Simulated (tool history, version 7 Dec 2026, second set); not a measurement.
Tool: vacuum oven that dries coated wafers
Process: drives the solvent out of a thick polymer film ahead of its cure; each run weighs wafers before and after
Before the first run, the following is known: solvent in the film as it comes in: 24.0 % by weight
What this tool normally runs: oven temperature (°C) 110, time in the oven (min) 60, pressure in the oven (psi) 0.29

run   hour  oven temperature (°C)  time in the oven (min)  pressure in the oven (psi)  solvent left in the film (%)
  1      0                    110                      60                        0.29                          1.69
  2    5.3                    110                      37                        0.29                          3.28
  3   17.9                    103                      60                        0.29                          3.52
  4   23.2                    103                      60                        0.29                          3.51
  5   32.2                    110                      60                       0.989                          4.17
  6   43.4                    110                      60                       0.989                          4.12
  7   54.8                    110                      60                       0.989                          4.16
  8   67.1                    110                      60                        0.29                          1.65
  9   73.4                    110                      60                        0.29                          1.64
 10   85.6                    110                      60                        0.29                          1.63
 11   95.7                    110                      60                        0.29                          1.63
 12  107.8                    110                      60                        0.29                          1.65
 13  116.9                    110                      60                        0.29                          1.65
 14  124.4                    110                      60                        0.29                          1.64
 15  134.2                    110                      60                        0.29                          1.71
 16  147.1                    114                      60                        0.29                           1.1
 17  159.3                    100                      60                        0.29                          4.72
 18  170.2                    100                      61                        0.29                          4.62
 19  176.4                    110                      43                       0.624                          3.71
 20  189.1                    101                      81                       0.348                          3.18
 21  196.4                    110                      60                       0.223                          1.41
 22  207.8                    110                      60                       0.223                          1.43
 23  217.1                    100                      98                       0.426                          3.22
 24    227                    100                      98                       0.426                          3.26
 25  237.9                    100                      98                       0.426                          3.18
 26  245.9                    100                      98                       0.426                          3.25
 27  257.7                    100                      98                       0.426                          3.23
 28  269.9                    100                      98                       0.426                          3.22
 29    283                    104                      62                       0.891                          5.44
 30  293.1                    104                      66                       0.157                          2.17
 31  299.7                    106                      72                       0.218                           1.7
 32  309.2                    106                      72                       0.557                          3.04
 33  321.8                    120                      60                       0.534                          1.48

The logged runs with the hidden state left out (each run's random variation unchanged):
Hidden conditions of the tool in this case: true wafer temperature over the reading, C; true pressure over the reading, kPa; drift of the gauge itself on solvent_pct, %.
run  solvent left in the film (%)
  1                          1.77
  2                          3.47
  3                          3.71
  4                           3.7
  5                          4.29
  6                          4.25
  7                          4.29
  8                          1.74
  9                          1.73
 10                          1.72
 11                          1.72
 12                          1.74
 13                          1.75
 14                          1.73
 15                          1.81
 16                          1.14
 17                          5.01
 18                          4.91
 19                          3.93
 20                          3.39
 21                          1.51
 22                          1.53
 23                          3.41
 24                          3.45
 25                          3.37
 26                          3.44
 27                          3.42
 28                          3.42
 29                          5.73
 30                          2.39
 31                          1.84
 32                          3.22
 33                          1.51
